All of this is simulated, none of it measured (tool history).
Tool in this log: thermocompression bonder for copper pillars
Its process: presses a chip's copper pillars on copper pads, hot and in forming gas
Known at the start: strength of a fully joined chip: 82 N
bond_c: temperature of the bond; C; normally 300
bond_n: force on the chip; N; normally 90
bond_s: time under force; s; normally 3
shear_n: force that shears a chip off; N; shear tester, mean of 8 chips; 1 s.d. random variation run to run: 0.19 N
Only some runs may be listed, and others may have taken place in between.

Run 1, hour 0: usual settings. Result: shear_n 35.8 N.
Run 2, hour 26.9: usual settings but bond_n 64 N. Result: shear_n 25.9 N.
Run 3, hour 55.2: usual settings but bond_n 64 N. Result: shear_n 25.7 N.
Run 4, hour 80.4: usual settings but bond_n 64 N. Result: shear_n 25.9 N.
Run 5, hour 120.6: usual settings but bond_n 64 N. Result: shear_n 25.8 N.
Run 6, hour 144.7: usual settings but bond_n 64 N. Result: shear_n 26 N.
Run 7, hour 178.7: usual settings but bond_n 64 N. Result: shear_n 25.8 N.
Run 8, hour 216: usual settings. Result: shear_n 35.2 N.
Run 9, hour 236.7: usual settings but bond_c 329 C. Result: shear_n 49.1 N.
Run 10, hour 280.5: usual settings but bond_c 329 C. Result: shear_n 48.4 N.
Run 11, hour 313.5: usual settings. Result: shear_n 35.1 N.
At hour 348.5: forming gas filter changed.
Run 12, hour 359.1: usual settings. Result: shear_n 36 N.
Run 13, hour 393.5: usual settings. Result: shear_n 35.7 N.
Run 14, hour 435.2: usual settings. Result: shear_n 35.8 N.
Run 15, hour 474.2: usual settings but bond_n 81 N. Result: shear_n 32 N.
Run 16, hour 508.4: usual settings but bond_n 81 N. Result: shear_n 32.5 N.
Run 17, hour 545.2: usual settings but bond_n 81 N. Result: shear_n 32.6 N.
Run 18, hour 579.3: usual settings but bond_n 81 N. Result: shear_n 32.4 N.
Run 19, hour 605.4: usual settings but bond_n 98 N. Result: shear_n 38.4 N.
Run 20, hour 631.6: usual settings but bond_n 89 N. Result: shear_n 35.1 N.
Run 21, hour 654.5: usual settings but bond_c 302 C, bond_s 8 s. Result: shear_n 50.3 N.
Run 22, hour 687.1: usual settings but bond_c 302 C, bond_s 8 s. Result: shear_n 50.3 N.
At hour 711.8: forming gas filter changed.
Run 23, hour 727.9: usual settings but bond_c 305 C, bond_n 58 N, bond_s 7 s. Result: shear_n 35.9 N.
Run 24, hour 763.2: usual settings but bond_c 305 C, bond_n 57 N, bond_s 2 s. Result: shear_n 21.1 N.
Run 25, hour 782: usual settings but bond_c 305 C, bond_n 57 N, bond_s 2 s. Result: shear_n 21 N.
Run 26, hour 811.4: usual settings but bond_n 64 N, bond_s 5 s. Result: shear_n 32.1 N.
Run 27, hour 853.7: usual settings but bond_c 284 C, bond_n 71 N. Result: shear_n 22.9 N.
Run 28, hour 891.1: usual settings but bond_c 321 C, bond_n 63 N, bond_s 2 s. Result: shear_n 28.8 N.
Run 29, hour 935.8: usual settings but bond_c 321 C, bond_n 63 N, bond_s 2 s. Result: shear_n 28.3 N.
Run 30, hour 963: usual settings but bond_c 321 C, bond_n 63 N, bond_s 2 s. Result: shear_n 28.5 N.
Run 31, hour 1005.7: usual settings but bond_c 291 C, bond_n 63 N. Result: shear_n 22.7 N.
Run 32, hour 1032.5: usual settings but bond_c 291 C, bond_n 63 N. Result: shear_n 22.7 N.
Run 33, hour 1064.3: usual settings but bond_c 276 C, bond_n 63 N, bond_s 6 s. Result: shear_n 23.8 N.
At hour 1075.8: forming gas filter changed.
Run 34, hour 1103.1: usual settings but bond_c 326 C, bond_n 108 N, bond_s 7 s. Result: shear_n 66.7 N.
Run 35, hour 1131.1: usual settings but bond_c 318 C, bond_n 68 N, bond_s 2 s. Result: shear_n 29.9 N.
Run 36, hour 1152.4: usual settings but bond_c 318 C, bond_n 68 N, bond_s 2 s. Result: shear_n 29.7 N.
Run 37, hour 1181.3: usual settings but bond_c 325 C, bond_n 67 N, bond_s 5 s. Result: shear_n 44.5 N.
Run 38, hour 1205.5: usual settings but bond_c 325 C, bond_n 67 N, bond_s 5 s. Result: shear_n 44.6 N.

Results per run with the tool's hidden condition removed, run-to-run variation unchanged:
Hidden conditions of the tool in this case: true temperature of the bond over the reading, C; force that reaches the chip, % of what is set; oxide that the forming gas leaves, % of the face; drift of the gauge itself on shear_n, %.
run  shear_n
  1     35.7
  2     25.8
  3     25.6
  4     25.9
  5     25.9
  6     26.1
  7     25.9
  8     35.4
  9     49.6
 10     49.1
 11     35.6
 12     35.8
 13     35.5
 14     35.7
 15     31.9
 16     32.4
 17     32.6
 18     32.5
 19     38.6
 20     35.3
 21     50.8
 22     50.9
 23     35.6
 24       21
 25     20.9
 26       32
 27     22.8
 28     28.9
 29     28.4
 30     28.7
 31     22.7
 32     22.8
 33     23.8
 34     66.6
 35     29.7
 36     29.5
 37     44.5
 38     44.6

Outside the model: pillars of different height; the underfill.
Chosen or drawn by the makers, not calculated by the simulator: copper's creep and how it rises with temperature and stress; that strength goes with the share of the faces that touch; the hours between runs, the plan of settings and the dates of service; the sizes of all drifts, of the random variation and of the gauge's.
